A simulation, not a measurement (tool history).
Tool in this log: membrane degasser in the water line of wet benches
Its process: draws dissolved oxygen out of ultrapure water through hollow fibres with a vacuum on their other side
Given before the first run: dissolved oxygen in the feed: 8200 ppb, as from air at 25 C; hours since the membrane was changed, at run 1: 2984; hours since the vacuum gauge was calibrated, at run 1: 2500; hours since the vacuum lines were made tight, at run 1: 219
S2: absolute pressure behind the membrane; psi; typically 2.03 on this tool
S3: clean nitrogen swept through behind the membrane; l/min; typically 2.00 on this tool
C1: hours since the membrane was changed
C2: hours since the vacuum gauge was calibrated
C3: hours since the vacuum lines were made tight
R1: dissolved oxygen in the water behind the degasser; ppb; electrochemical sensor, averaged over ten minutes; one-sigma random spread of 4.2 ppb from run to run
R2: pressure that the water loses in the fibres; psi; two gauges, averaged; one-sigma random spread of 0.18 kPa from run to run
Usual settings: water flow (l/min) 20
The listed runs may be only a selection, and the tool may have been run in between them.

{"run": 1, "hour": 0.0, "water flow (l/min)": 20, "S2": 2.03, "S3": 2.0, "C1": 2984, "C2": 2500, "C3": 219, "R1": 417.5, "R2": 4.724}
{"run": 2, "hour": 162.5, "water flow (l/min)": 20, "S2": 2.03, "S3": 2.0, "C1": 3146, "C2": 2663, "C3": 382, "R1": 412.4, "R2": 4.741}
{"run": 3, "hour": 304.6, "water flow (l/min)": 12, "S2": 2.03, "S3": 2.0, "C1": 3289, "C2": 2805, "C3": 524, "R1": 201.7, "R2": 2.862}
{"run": 4, "hour": 445.8, "water flow (l/min)": 12, "S2": 2.03, "S3": 2.0, "C1": 3430, "C2": 2946, "C3": 665, "R1": 193.8, "R2": 2.872}
{"run": 5, "hour": 653.2, "water flow (l/min)": 20, "S2": 2.03, "S3": 3.89, "C1": 3637, "C2": 3154, "C3": 873, "R1": 303.1, "R2": 4.727}
{"run": 6, "hour": 804.0, "water flow (l/min)": 20, "S2": 2.03, "S3": 3.89, "C1": 3788, "C2": 3304, "C3": 1023, "R1": 301.2, "R2": 4.699}
{"run": 7, "hour": 1013.4, "water flow (l/min)": 20, "S2": 2.03, "S3": 3.89, "C1": 3997, "C2": 3514, "C3": 1233, "R1": 307.3, "R2": 4.709}
{"run": 8, "hour": 1108.4, "water flow (l/min)": 20, "S2": 2.03, "S3": 3.89, "C1": 4092, "C2": 3609, "C3": 1328, "R1": 310.8, "R2": 4.673}
{"hour": 1215.7, "done": "vacuum gauge calibrated"}
{"run": 9, "hour": 1299.4, "water flow (l/min)": 24, "S2": 2.03, "S3": 2.0, "C1": 4283, "C2": 84, "C3": 1518, "R1": 539.0, "R2": 5.639}
{"run": 10, "hour": 1428.4, "water flow (l/min)": 24, "S2": 2.03, "S3": 2.0, "C1": 4412, "C2": 213, "C3": 1647, "R1": 543.4, "R2": 5.591}
{"run": 11, "hour": 1569.6, "water flow (l/min)": 24, "S2": 2.03, "S3": 2.0, "C1": 4553, "C2": 354, "C3": 1789, "R1": 544.9, "R2": 5.643}
{"run": 12, "hour": 1701.8, "water flow (l/min)": 16, "S2": 2.03, "S3": 2.0, "C1": 4685, "C2": 486, "C3": 1921, "R1": 300.5, "R2": 3.683}
{"run": 13, "hour": 1807.5, "water flow (l/min)": 16, "S2": 2.03, "S3": 2.0, "C1": 4791, "C2": 592, "C3": 2026, "R1": 301.7, "R2": 3.714}
{"run": 14, "hour": 1966.7, "water flow (l/min)": 20, "S2": 2.03, "S3": 2.0, "C1": 4950, "C2": 751, "C3": 2186, "R1": 423.3, "R2": 4.646}
{"run": 15, "hour": 2096.2, "water flow (l/min)": 23, "S2": 3.05, "S3": 0.94, "C1": 5080, "C2": 880, "C3": 2315, "R1": 1055.9, "R2": 5.356}
{"run": 16, "hour": 2189.0, "water flow (l/min)": 23, "S2": 3.05, "S3": 5.34, "C1": 5173, "C2": 973, "C3": 2408, "R1": 422.8, "R2": 5.329}
{"run": 17, "hour": 2329.9, "water flow (l/min)": 20, "S2": 1.45, "S3": 4.65, "C1": 5313, "C2": 1114, "C3": 2549, "R1": 241.3, "R2": 4.633}
{"run": 18, "hour": 2501.0, "water flow (l/min)": 19, "S2": 1.74, "S3": 1.59, "C1": 5485, "C2": 1285, "C3": 2720, "R1": 390.1, "R2": 4.422}
{"run": 19, "hour": 2596.2, "water flow (l/min)": 19, "S2": 3.09, "S3": 1.1, "C1": 5580, "C2": 1380, "C3": 2815, "R1": 789.7, "R2": 4.353}
{"run": 20, "hour": 2790.4, "water flow (l/min)": 19, "S2": 1.28, "S3": 3.57, "C1": 5774, "C2": 1575, "C3": 3009, "R1": 229.2, "R2": 4.422}
{"hour": 2958.8, "done": "gauge calibrated"}
{"run": 21, "hour": 2958.8, "water flow (l/min)": 19, "S2": 1.28, "S3": 3.57, "C1": 5942, "C2": 1743, "C3": 3178, "R1": 226.1, "R2": 4.527}

Predict the results of run 22:
{"run": 22, "hour": 3126.5, "water flow (l/min)": 19, "S2": 1.38, "S3": 3.67, "C1": 6110, "C2": 1911, "C3": 3345, "R1": "?", "R2": "?"}

R1: 235.2 ppb
R2: 4.480 psi
The same run, on a tool lacking any hidden state, would have yielded R1 234.5 ppb, R2 4.483 psi.
